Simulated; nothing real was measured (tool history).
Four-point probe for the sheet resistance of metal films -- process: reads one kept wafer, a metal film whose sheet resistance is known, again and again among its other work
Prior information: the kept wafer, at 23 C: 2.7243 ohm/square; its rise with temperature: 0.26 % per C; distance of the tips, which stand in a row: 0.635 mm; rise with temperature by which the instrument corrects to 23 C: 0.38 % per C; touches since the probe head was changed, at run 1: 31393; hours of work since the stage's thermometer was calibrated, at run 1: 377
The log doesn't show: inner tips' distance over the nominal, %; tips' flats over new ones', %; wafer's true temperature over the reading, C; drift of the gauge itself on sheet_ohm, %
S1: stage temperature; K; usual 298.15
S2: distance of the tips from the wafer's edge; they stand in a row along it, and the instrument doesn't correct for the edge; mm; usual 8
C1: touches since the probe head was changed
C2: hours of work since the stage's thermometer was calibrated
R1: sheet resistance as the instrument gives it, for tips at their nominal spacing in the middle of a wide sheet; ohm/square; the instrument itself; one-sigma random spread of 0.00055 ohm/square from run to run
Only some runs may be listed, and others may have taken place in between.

run	hour	S1	S2	C1	C2	R1
1	0.0	298.15	8	31393	377	2.724370
2	37.5	298.15	8	32221	398	2.725314
3	71.3	292.15	8	32969	417	2.743679
4	95.5	298.15	8	33502	430	2.723478
5	135.2	292.15	8	34380	453	2.743695
6	174.5	292.15	8	35248	475	2.743767
7	196.1	298.15	8	35725	487	2.723683
8	228.0	298.15	8	36429	505	2.723275
9	266.3	298.15	6	37275	526	2.730883
10	307.1	298.15	18	38178	549	2.716669
11	350.0	298.15	8	39125	573	2.724416
12	372.4	298.15	16	39620	586	2.716039
13	398.8	298.15	16	40203	601	2.717444
14	436.6	298.15	7	41038	622	2.726477
15	456.4	298.15	7	41474	633	2.725465
16	493.1	298.15	20	42286	654	2.715650
17	530.6	293.15	8	43114	675	2.740198
18	568.4	298.15	8	43950	696	2.724850
19	594.4	299.15	16	44523	710	2.713905
20	618.0	297.15	71	45045	724	2.718500
21	659.8	298.15	34	45968	747	2.715218
22	681.2	303.15	8	46440	759	2.708383
23	721.8	297.15	11	47338	782	2.722966
24	751.3	293.15	14	47989	799	2.733280
25	776.7	293.15	14	48551	813	2.733789
26	797.0	298.15	13	48999	824	2.717677
27	826.4	300.15	40	49648	841	2.708254
28	868.8	292.15	66	50584	865	2.734078
29	896.7	296.15	22	51202	880	2.721673
30	919.1	297.15	37	51695	893	2.716505
31	943.0	304.15	7	52224	906	2.708001
32	962.0	295.15	11	52643	917	2.728513
33	988.4	293.15	4	53227	932	2.766720
34	1030.1	293.15	4	54147	955	2.766733
35	1072.6	293.15	4	55088	979	2.766457
36	1101.3	294.15	4	55722	995	2.763976

A few steps of R1 between consecutive runs. Split each: what settings, incoming material and random variation would produce without the hidden state, and what is left over for the hidden state, along with gauge scatter present in only one of the two compared results (measured, and without hidden state):
Run 8 -> 9: S2 8 -> 6. R1 +0.007608 ohm/square: hidden state -0.000048, all else +0.007656.
Run 16 -> 17: S1 298.15 -> 293.15, S2 20 -> 8. R1 +0.024548 ohm/square: hidden state -0.000042, all else +0.024590.
Run 27 -> 28: S1 300.15 -> 292.15, S2 40 -> 66. R1 +0.025824 ohm/square: hidden state -0.000027, all else +0.025851.
Run 30 -> 31: S1 297.15 -> 304.15, S2 37 -> 7. R1 -0.008504 ohm/square: hidden state -0.000051, all else -0.008453.
Run 32 -> 33: S1 295.15 -> 293.15, S2 11 -> 4. R1 +0.038207 ohm/square: hidden state -0.000062, all else +0.038269.
